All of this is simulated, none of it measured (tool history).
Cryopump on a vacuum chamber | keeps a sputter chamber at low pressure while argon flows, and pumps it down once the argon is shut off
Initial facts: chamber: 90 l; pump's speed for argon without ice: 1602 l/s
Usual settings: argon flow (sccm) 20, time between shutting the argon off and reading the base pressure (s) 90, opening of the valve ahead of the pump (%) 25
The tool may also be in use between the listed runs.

run,hour,argon flow (sccm),time between shutting the argon off and reading the base pressure (s),opening of the valve ahead of the pump (%),pressure while argon flows (Pa),pressure after the wait (uPa)
1,0.0,20,90,25,0.0895,1.29
2,47.8,20,90,25,0.0895,1.41
3,87.0,20,90,25,0.0900,1.39
4,124.8,20,181,25,0.0913,0.99
5,154.0,20,90,25,0.0908,1.46
6,195.9,20,90,25,0.0915,1.47
7,246.1,20,90,25,0.0922,1.49
8,286.1,20,90,25,0.0931,1.54
9,336.2,20,90,25,0.0937,1.63
10,370.4,20,90,25,0.0934,1.62
11,409.1,20,90,25,0.0944,1.72
12,440.7,20,90,25,0.0929,1.64
13,462.6,20,90,25,0.0958,1.71
# hour 469.9: pump warmed up, emptied and cooled again
14,497.3,20,22,25,0.0861,4.04
15,526.4,28,90,25,0.1198,1.48
16,573.1,33,218,15,0.2353,1.06
17,618.9,38,218,53,0.0787,1.09
18,660.9,38,218,53,0.0796,1.10
19,695.7,25,57,53,0.0537,2.11
20,732.3,25,57,53,0.0538,2.04

Expected results for the next run?
21,777.7,25,57,53,?,?

For run 21 the tool returned pressure while argon flows (Pa) 0.0552, pressure after the wait (uPa) 2.20.
With no hidden state in the tool, this same run would have given pressure while argon flows (Pa) 0.0514, pressure after the wait (uPa) 1.52.
